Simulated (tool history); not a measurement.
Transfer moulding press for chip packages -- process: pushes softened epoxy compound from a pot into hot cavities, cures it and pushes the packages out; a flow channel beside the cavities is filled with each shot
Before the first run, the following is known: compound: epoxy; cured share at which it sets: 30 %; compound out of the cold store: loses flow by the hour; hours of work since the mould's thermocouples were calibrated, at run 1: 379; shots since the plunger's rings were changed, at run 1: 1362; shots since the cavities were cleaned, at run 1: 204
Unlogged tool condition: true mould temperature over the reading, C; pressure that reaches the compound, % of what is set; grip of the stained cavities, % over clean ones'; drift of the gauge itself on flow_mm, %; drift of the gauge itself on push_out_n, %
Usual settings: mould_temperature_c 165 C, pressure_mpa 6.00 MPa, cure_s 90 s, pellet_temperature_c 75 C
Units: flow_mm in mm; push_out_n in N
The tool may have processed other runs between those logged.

run	hour	mould_temperature_c	pressure_mpa	cure_s	pellet_temperature_c	hours of work since the mould's thermocouples were calibrated	shots since the plunger's rings were changed	shots since the cavities were cleaned	incoming compound's hours out of the cold store	flow_mm	push_out_n
1	0.0	165	6.00	90	75	379	1362	204	29.5	794	475
2	46.4	165	6.00	90	75	414	2006	848	16.3	845	645
# hour 55.6: cavities cleaned with cleaning compound and waxed
3	97.8	165	6.00	90	66	452	2697	585	47.6	702	571
# hour 127.3: cavities cleaned with cleaning compound and waxed
4	127.3	165	6.00	103	66	473	3086	0	16.8	837	362
5	165.8	165	6.00	103	66	502	3620	534	45.8	709	511
# hour 196.6: cavities cleaned with cleaning compound and waxed
# hour 209.5: plunger's sealing rings changed
6	211.3	165	6.00	103	66	534	24	169	10.2	905	433
7	244.1	165	6.00	90	80	559	479	624	12.6	883	589
# hour 268.2: cavities cleaned with cleaning compound and waxed
# hour 278.7: mould's thermocouples calibrated
8	289.1	165	6.00	101	75	8	1055	261	8.5	900	469
9	334.4	165	6.00	101	75	42	1684	890	37.4	758	594
# hour 339.9: cavities cleaned with cleaning compound and waxed
10	372.8	165	6.00	101	75	70	2195	456	29.9	790	495
11	398.6	165	6.00	90	65	90	2553	814	29.1	788	647
# hour 409.5: cavities cleaned with cleaning compound and waxed
12	447.1	165	6.00	90	65	126	3205	522	9.2	884	581
# hour 478.0: cavities cleaned with cleaning compound and waxed
13	483.9	165	6.00	90	75	152	3695	82	30.8	771	416
# hour 519.2: plunger's sealing rings changed
14	533.0	165	6.00	90	75	188	191	728	16.8	869	612
# hour 551.3: cavities cleaned with cleaning compound and waxed
15	575.9	165	6.00	71	75	219	765	342	36.2	776	828
16	616.6	165	7.32	80	75	250	1329	906	18.2	941	782
# hour 621.7: cavities cleaned with cleaning compound and waxed
17	638.9	160	6.00	90	75	266	1618	239	29.4	810	664
18	663.4	160	6.00	90	75	284	1957	578	12.0	895	796
# hour 691.2: cavities cleaned with cleaning compound and waxed
19	691.2	165	5.49	104	75	304	2322	0	34.7	731	350
20	734.1	164	5.89	104	76	337	2917	595	10.6	872	553
# hour 762.3: cavities cleaned with cleaning compound and waxed
21	764.1	165	6.00	99	75	359	3313	26	33.8	758	367
22	808.1	165	6.00	99	75	392	3923	636	45.7	706	574
# hour 829.7: plunger's sealing rings changed
# hour 833.8: cavities cleaned with cleaning compound and waxed
23	845.7	165	5.45	90	80	417	201	164	18.6	818	469
24	880.1	165	5.45	90	80	444	678	641	9.2	859	615
# hour 902.6: cavities cleaned with cleaning compound and waxed
25	920.8	165	7.08	83	75	473	1223	253	11.7	957	579
26	943.8	165	7.08	83	75	491	1542	572	46.0	782	621
# hour 973.2: cavities cleaned with cleaning compound and waxed
27	975.7	158	5.83	72	77	514	1963	35	36.5	769	1021

5 options for the next run, each taken on its own from the tool as it stands now. Forecast them:
A	1022.7	158	5.83	127	73	550	2615	687	27.2	?	?
B	1022.7	158	5.83	83	77	550	2615	687	14.9	?	?
C	1022.7	160	7.04	95	77	550	2615	687	29.5	?	?
D	1022.7	163	5.83	128	77	550	2615	687	32.3	?	?
E	1022.7	169	5.83	72	80	550	2615	687	37.4	?	?

run	flow_mm	push_out_n
A	813	551
B	869	1195
C	869	714
D	769	534
E	724	679
With no hidden state in the tool, these same runs would have given:
run	flow_mm	push_out_n
A	840	350
B	898	792
C	898	468
D	794	339
E	747	442
